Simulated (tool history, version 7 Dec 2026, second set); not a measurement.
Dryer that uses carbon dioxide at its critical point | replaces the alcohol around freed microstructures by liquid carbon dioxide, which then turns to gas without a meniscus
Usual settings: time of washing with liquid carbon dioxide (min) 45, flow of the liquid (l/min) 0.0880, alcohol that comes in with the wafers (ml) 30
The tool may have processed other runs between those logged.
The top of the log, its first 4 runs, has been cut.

| run | hour | time of washing with liquid carbon dioxide (min) | flow of the liquid (l/min) | alcohol that comes in with the wafers (ml) | alcohol left in the vessel before it's heated (ppm by volume) |
|---|---|---|---|---|---|
| 5 | 128.7 | 45 | 0.1280 | 30 | 90 |
| 6 | 157.8 | 45 | 0.1280 | 30 | 76 |
| 7 | 190.7 | 45 | 0.1280 | 30 | 79 |
| 8 | 222.2 | 45 | 0.0880 | 30 | 371 |
| 9 | 265.0 | 45 | 0.0880 | 30 | 377 |
| 10 | 313.1 | 45 | 0.0880 | 30 | 389 |
| 11 | 345.0 | 45 | 0.0880 | 30 | 404 |
| 12 | 367.2 | 45 | 0.0599 | 30 | 1786 |
|  | 415.9 | inlet filter changed |
| 13 | 418.3 | 45 | 0.0599 | 59 | 2191 |
| 14 | 450.8 | 45 | 0.0599 | 59 | 2275 |
| 15 | 485.7 | 45 | 0.0697 | 30 | 644 |
| 16 | 515.8 | 45 | 0.0697 | 30 | 673 |

Run 17 is up next; what results do you expect?
| 17 | 551.5 | 45 | 0.0697 | 30 | ? |

alcohol left in the vessel before it's heated (ppm by volume): 684
Take away the tool's hidden state, keep the run-to-run variation as it was, and the same run would have given alcohol left in the vessel before it's heated (ppm by volume) 574.
